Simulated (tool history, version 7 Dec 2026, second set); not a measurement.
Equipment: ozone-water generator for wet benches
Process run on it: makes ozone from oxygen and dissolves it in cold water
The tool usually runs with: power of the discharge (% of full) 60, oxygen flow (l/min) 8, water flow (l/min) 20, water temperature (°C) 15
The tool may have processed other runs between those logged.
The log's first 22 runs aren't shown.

| run | day | power of the discharge (% of full) | oxygen flow (l/min) | water flow (l/min) | water temperature (°C) | hours of work since the electrodes were changed | hours of work since the contactor was cleaned | hours of work since the thermometer was calibrated | dissolved ozone (ppm) | ozone in the gas ahead of the water (g/m3) |
|---|---|---|---|---|---|---|---|---|---|---|
| 23 | 33.633 | 64 | 4.06 | 13 | 16 | 720 | 3650 | 833 | 21.3 | 203.1 |
|  | 33.962 | contactor cleaned |
| 24 | 34.858 | 64 | 10.56 | 13 | 17 | 741 | 18 | 854 | 18.3 | 126 |
| 25 | 35.862 | 64 | 10.56 | 13 | 17 | 761 | 38 | 874 | 18.7 | 124.3 |
| 26 | 36.962 | 64 | 10.56 | 13 | 17 | 783 | 60 | 896 | 18.5 | 123.3 |
| 27 | 38.488 | 60 | 8 | 18 | 8 | 814 | 90 | 927 | 18 | 138.4 |
| 28 | 39.662 | 82 | 8 | 20 | 8 | 837 | 114 | 950 | 19.6 | 165.4 |
| 29 | 41.392 | 49 | 8 | 20 | 18 | 872 | 148 | 985 | 12.6 | 124.6 |
| 30 | 43.033 | 96 | 8.8 | 20 | 9 | 905 | 181 | 1018 | 21.5 | 169.9 |
|  | 43.658 | contactor cleaned, once more |
| 31 | 44.617 | 60 | 8 | 18 | 15 | 933 | 19 | 1046 | 17.1 | 138 |
| 32 | 46.038 | 48 | 11.84 | 14 | 8 | 962 | 48 | 1074 | 19.3 | 99.5 |
| 33 | 47.362 | 42 | 8.12 | 25 | 19 | 988 | 74 | 1101 | 10.4 | 110.3 |

Consider 4 possible next runs. They are alternatives, not a sequence: every one starts from the tool as it was left by run 33. What does each give?
| A | 49.471 | 58 | 8.12 | 12 | 21 | 1030 | 116 | 1143 | ? | ? |
| B | 49.471 | 55 | 6.82 | 25 | 8 | 1030 | 116 | 1143 | ? | ? |
| C | 49.471 | 60 | 8 | 20 | 15 | 1030 | 116 | 1143 | ? | ? |
| D | 49.471 | 57 | 8.12 | 25 | 19 | 1030 | 116 | 1143 | ? | ? |

| run | dissolved ozone (ppm) | ozone in the gas ahead of the water (g/m3) |
|---|---|---|
| A | 18.6 | 133.4 |
| B | 14.1 | 142.6 |
| C | 16 | 135.8 |
| D | 12.2 | 131.9 |
Had the tool no hidden state, the same runs would have come out as:
| run | dissolved ozone (ppm) | ozone in the gas ahead of the water (g/m3) |
|---|---|---|
| A | 19.2 | 137.5 |
| B | 14.5 | 146.8 |
| C | 16.6 | 140 |
| D | 12.6 | 135.9 |
